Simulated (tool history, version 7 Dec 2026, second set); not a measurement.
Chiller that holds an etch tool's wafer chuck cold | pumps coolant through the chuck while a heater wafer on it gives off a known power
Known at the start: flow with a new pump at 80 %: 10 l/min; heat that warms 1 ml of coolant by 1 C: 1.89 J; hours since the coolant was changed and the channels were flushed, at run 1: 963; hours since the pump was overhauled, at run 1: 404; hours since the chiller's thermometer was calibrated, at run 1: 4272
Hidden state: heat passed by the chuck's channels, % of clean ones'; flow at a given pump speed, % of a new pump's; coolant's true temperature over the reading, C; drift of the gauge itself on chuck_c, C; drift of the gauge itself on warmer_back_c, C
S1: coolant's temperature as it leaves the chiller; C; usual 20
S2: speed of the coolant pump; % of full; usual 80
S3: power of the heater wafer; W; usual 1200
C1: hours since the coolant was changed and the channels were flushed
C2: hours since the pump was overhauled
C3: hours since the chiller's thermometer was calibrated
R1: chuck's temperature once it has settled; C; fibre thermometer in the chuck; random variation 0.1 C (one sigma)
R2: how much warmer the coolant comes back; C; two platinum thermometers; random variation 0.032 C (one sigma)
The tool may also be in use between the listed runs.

Run 1, hour 0.0: usual settings; C1 963; C2 404; C3 4272. Result: R1 27.4 C, R2 3.80 C.
Run 2, hour 32.9: usual settings but S1 13 C; C1 996; C2 436; C3 4305. Result: R1 20.5 C, R2 3.83 C.
Run 3, hour 78.6: usual settings but S2 90 % of full; C1 1042; C2 482; C3 4350. Result: R1 27.3 C, R2 3.36 C.
Run 4, hour 125.0: usual settings but S2 90 % of full; C1 1088; C2 529; C3 4397. Result: R1 27.0 C, R2 3.36 C.
Run 5, hour 171.2: usual settings but S2 90 % of full; C1 1134; C2 575; C3 4443. Result: R1 26.9 C, R2 3.38 C.
Run 6, hour 205.6: usual settings but S2 90 % of full; C1 1169; C2 609; C3 4477. Result: R1 27.1 C, R2 3.35 C.
Run 7, hour 231.8: usual settings but S2 78 % of full; C1 1195; C2 635; C3 4503. Result: R1 27.8 C, R2 3.93 C.
Run 8, hour 268.2: usual settings; C1 1231; C2 672; C3 4540. Result: R1 27.7 C, R2 3.81 C.
Run 9, hour 308.7: usual settings; C1 1272; C2 712; C3 4580. Result: R1 27.7 C, R2 3.82 C.
Run 10, hour 348.3: usual settings but S1 23 C, S2 69 % of full, S3 1150 W; C1 1312; C2 752; C3 4620. Result: R1 31.2 C, R2 4.24 C.
Run 11, hour 385.6: usual settings but S1 23 C, S2 69 % of full, S3 1150 W; C1 1349; C2 789; C3 4657. Result: R1 31.3 C, R2 4.26 C.

The next listed run, before its measurement:
Run 12, hour 408.1: usual settings but S1 23 C, S2 69 % of full, S3 1150 W; C1 1371; C2 812; C3 4680. Result: R1 ?, R2 ?.

R1: 31.1 C
R2: 4.26 C
Without the tool's hidden state the same run would have given R1 31.0 C, R2 4.26 C.
